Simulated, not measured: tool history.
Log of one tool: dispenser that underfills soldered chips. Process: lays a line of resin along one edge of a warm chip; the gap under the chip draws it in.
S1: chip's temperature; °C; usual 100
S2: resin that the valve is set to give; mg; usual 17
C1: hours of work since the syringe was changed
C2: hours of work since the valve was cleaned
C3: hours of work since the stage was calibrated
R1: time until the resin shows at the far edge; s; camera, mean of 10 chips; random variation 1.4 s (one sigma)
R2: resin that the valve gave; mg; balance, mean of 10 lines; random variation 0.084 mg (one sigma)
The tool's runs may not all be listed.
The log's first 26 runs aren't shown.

run	hour	S1	S2	C1	C2	C3	R1	R2
# hour 201.9: new syringe of resin
27	202	101	14.9	0	35	221	143.8	14.47
28	207.5	115	17.8	4	39	226	86.4	17.29
# hour 210.3: new syringe of resin
29	212	97	15.9	1	42	229	179.4	15.29
# hour 218.2: new syringe of resin
30	221.2	87	18.4	2	48	235	285.4	17.69
# hour 226.1: new syringe of resin
31	229.3	100	16	2	54	241	156.7	15.31
# hour 233.9: new syringe of resin
32	238.6	100	16	3	61	247	169.7	15.31
# hour 241.7: new syringe of resin
33	247.6	100	16	4	67	254	172.4	15.16
# hour 249.8: new syringe of resin
34	253.2	97	21.5	2	71	258	176.7	20.38

3 ways to go on from here, each from the tool as it stands after run 34. What would each give?
# hour 258: new syringe of resin
A	258.6	115	20.2	0	75	262	?	?
# hour 258: new syringe of resin
B	258.6	100	21.6	0	75	262	?	?
# hour 258: new syringe of resin
C	258.6	86	21.5	0	75	262	?	?

run	R1	R2
A	73.3	19.04
B	139.7	20.41
C	277.3	20.3
Without the tool's hidden state the same runs would have given:
run	R1	R2
A	69.8	20.19
B	132.9	21.64
C	263.3	21.52

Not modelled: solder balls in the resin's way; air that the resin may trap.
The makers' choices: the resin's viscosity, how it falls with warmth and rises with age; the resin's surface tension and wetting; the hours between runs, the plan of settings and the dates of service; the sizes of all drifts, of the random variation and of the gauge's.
